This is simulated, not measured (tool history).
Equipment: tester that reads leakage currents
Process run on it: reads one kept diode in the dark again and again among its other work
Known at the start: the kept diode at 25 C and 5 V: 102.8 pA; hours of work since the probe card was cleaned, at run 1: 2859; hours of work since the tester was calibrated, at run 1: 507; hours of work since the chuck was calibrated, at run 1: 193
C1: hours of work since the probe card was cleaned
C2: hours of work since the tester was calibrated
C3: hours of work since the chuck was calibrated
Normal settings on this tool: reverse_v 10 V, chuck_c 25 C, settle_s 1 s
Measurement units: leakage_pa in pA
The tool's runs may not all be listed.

run 1 hour=0 | reverse_v=10 chuck_c=25 settle_s=1 | C1=2859 C2=507 C3=193 | leakage_pa=159.13
run 2 hour=123.2 | reverse_v=10 chuck_c=25 settle_s=1 | C1=2915 C2=563 C3=248 | leakage_pa=159.86
run 3 hour=206.9 | reverse_v=6.9 chuck_c=25 settle_s=1 | C1=2953 C2=601 C3=286 | leakage_pa=132.31
run 4 hour=333.3 | reverse_v=6.9 chuck_c=25 settle_s=1 | C1=3010 C2=658 C3=344 | leakage_pa=132.42
run 5 hour=443.3 | reverse_v=6.9 chuck_c=25 settle_s=1 | C1=3060 C2=708 C3=394 | leakage_pa=132.9
run 6 hour=539 | reverse_v=2 chuck_c=25 settle_s=1 | C1=3103 C2=752 C3=437 | leakage_pa=71.39
run 7 hour=652.4 | reverse_v=2 chuck_c=25 settle_s=1 | C1=3155 C2=803 C3=489 | leakage_pa=71.3
run 8 hour=751.3 | reverse_v=2 chuck_c=25 settle_s=1 | C1=3200 C2=848 C3=534 | leakage_pa=71.58
run 9 hour=835.5 | reverse_v=2 chuck_c=25 settle_s=1 | C1=3238 C2=886 C3=572 | leakage_pa=71.61
run 10 hour=933.6 | reverse_v=2 chuck_c=25 settle_s=1 | C1=3282 C2=931 C3=616 | leakage_pa=72.03
run 11 hour=1030.2 | reverse_v=2 chuck_c=25 settle_s=1 | C1=3326 C2=975 C3=660 | leakage_pa=72.37
run 12 hour=1113.6 | reverse_v=10 chuck_c=25 settle_s=1.01 | C1=3364 C2=1013 C3=698 | leakage_pa=166.2
run 13 hour=1191.5 | reverse_v=10 chuck_c=25 settle_s=5.86 | C1=3399 C2=1048 C3=733 | leakage_pa=165.59
run 14 hour=1311 | reverse_v=10 chuck_c=25 settle_s=5.86 | C1=3454 C2=1102 C3=788 | leakage_pa=164.42
run 15 hour=1374.8 | reverse_v=10 chuck_c=25 settle_s=5.86 | C1=3483 C2=1131 C3=816 | leakage_pa=165.07
run 16 hour=1461.8 | reverse_v=10 chuck_c=25 settle_s=5.86 | C1=3522 C2=1171 C3=856 | leakage_pa=166.28
run 17 hour=1565.2 | reverse_v=1.6 chuck_c=25 settle_s=1 | C1=3569 C2=1217 C3=903 | leakage_pa=65.61
run 18 hour=1637.5 | reverse_v=10 chuck_c=25 settle_s=1 | C1=3602 C2=1250 C3=936 | leakage_pa=168.76
-- hour=1650.6 probe card cleaned and baked
run 19 hour=1701.6 | reverse_v=10 chuck_c=25 settle_s=1 | C1=23 C2=1278 C3=963 | leakage_pa=147.53
run 20 hour=1799.1 | reverse_v=10 chuck_c=25 settle_s=1 | C1=67 C2=1322 C3=1008 | leakage_pa=148.43
run 21 hour=1924.7 | reverse_v=10 chuck_c=25 settle_s=1 | C1=124 C2=1379 C3=1065 | leakage_pa=148.94
run 22 hour=1977.1 | reverse_v=9.2 chuck_c=58 settle_s=1 | C1=148 C2=1403 C3=1088 | leakage_pa=2041.1
run 23 hour=2085 | reverse_v=1.3 chuck_c=58 settle_s=9.76 | C1=197 C2=1452 C3=1137 | leakage_pa=821.51
run 24 hour=2174.6 | reverse_v=1.3 chuck_c=58 settle_s=9.76 | C1=238 C2=1493 C3=1178 | leakage_pa=820.44
run 25 hour=2256.8 | reverse_v=1.3 chuck_c=58 settle_s=9.76 | C1=275 C2=1530 C3=1215 | leakage_pa=821.08
-- hour=2296.3 chuck's temperature calibrated
run 26 hour=2377.9 | reverse_v=12.3 chuck_c=28 settle_s=0.44 | C1=329 C2=1584 C3=37 | leakage_pa=211.93
run 27 hour=2496.3 | reverse_v=12.3 chuck_c=28 settle_s=0.44 | C1=383 C2=1638 C3=91 | leakage_pa=213.14
run 28 hour=2622.1 | reverse_v=1.2 chuck_c=44 settle_s=0.64 | C1=440 C2=1695 C3=148 | leakage_pa=267.99
run 29 hour=2680.2 | reverse_v=1.5 chuck_c=46 settle_s=1.44 | C1=466 C2=1721 C3=174 | leakage_pa=347.7
run 30 hour=2782.7 | reverse_v=1.5 chuck_c=35 settle_s=3.09 | C1=513 C2=1768 C3=221 | leakage_pa=142.66
run 31 hour=2908.6 | reverse_v=1.5 chuck_c=35 settle_s=3.09 | C1=570 C2=1825 C3=278 | leakage_pa=143.78
run 32 hour=3014.1 | reverse_v=1.5 chuck_c=35 settle_s=3.09 | C1=618 C2=1873 C3=326 | leakage_pa=142.6
run 33 hour=3087.3 | reverse_v=1.5 chuck_c=26 settle_s=3.09 | C1=651 C2=1906 C3=359 | leakage_pa=66.38
run 34 hour=3145.6 | reverse_v=1.5 chuck_c=26 settle_s=3.09 | C1=678 C2=1932 C3=385 | leakage_pa=66.01
run 35 hour=3229.2 | reverse_v=1.3 chuck_c=24 settle_s=1 | C1=716 C2=1970 C3=423 | leakage_pa=52.11
run 36 hour=3319.5 | reverse_v=7.5 chuck_c=25 settle_s=1.99 | C1=757 C2=2011 C3=464 | leakage_pa=130.99
run 37 hour=3423 | reverse_v=3 chuck_c=23 settle_s=0.88 | C1=803 C2=2058 C3=511 | leakage_pa=71.55
run 38 hour=3490 | reverse_v=1.9 chuck_c=20 settle_s=1 | C1=834 C2=2089 C3=542 | leakage_pa=44.3
run 39 hour=3560.7 | reverse_v=11.1 chuck_c=30 settle_s=3.16 | C1=866 C2=2121 C3=574 | leakage_pa=243.94
run 40 hour=3648.4 | reverse_v=2 chuck_c=31 settle_s=2.86 | C1=906 C2=2161 C3=614 | leakage_pa=119.32

4 options for the next run, each taken on its own from the tool as it stands now. Forecast them:
run A hour=3729.5 | reverse_v=1.4 chuck_c=31 settle_s=2.86 | C1=943 C2=2197 C3=650 | leakage_pa=?
run B hour=3729.5 | reverse_v=2.4 chuck_c=33 settle_s=1.24 | C1=943 C2=2197 C3=650 | leakage_pa=?
run C hour=3729.5 | reverse_v=10 chuck_c=24 settle_s=1 | C1=943 C2=2197 C3=650 | leakage_pa=?
run D hour=3729.5 | reverse_v=10 chuck_c=25 settle_s=1.53 | C1=943 C2=2197 C3=650 | leakage_pa=?

run=A leakage_pa=100.49
run=B leakage_pa=153.05
run=C leakage_pa=140.54
run=D leakage_pa=153.59
With the hidden condition removed and each run's random variation left untouched, the same runs would have given:
run=A leakage_pa=96.8
run=B leakage_pa=147.38
run=C leakage_pa=130.8
run=D leakage_pa=143.42
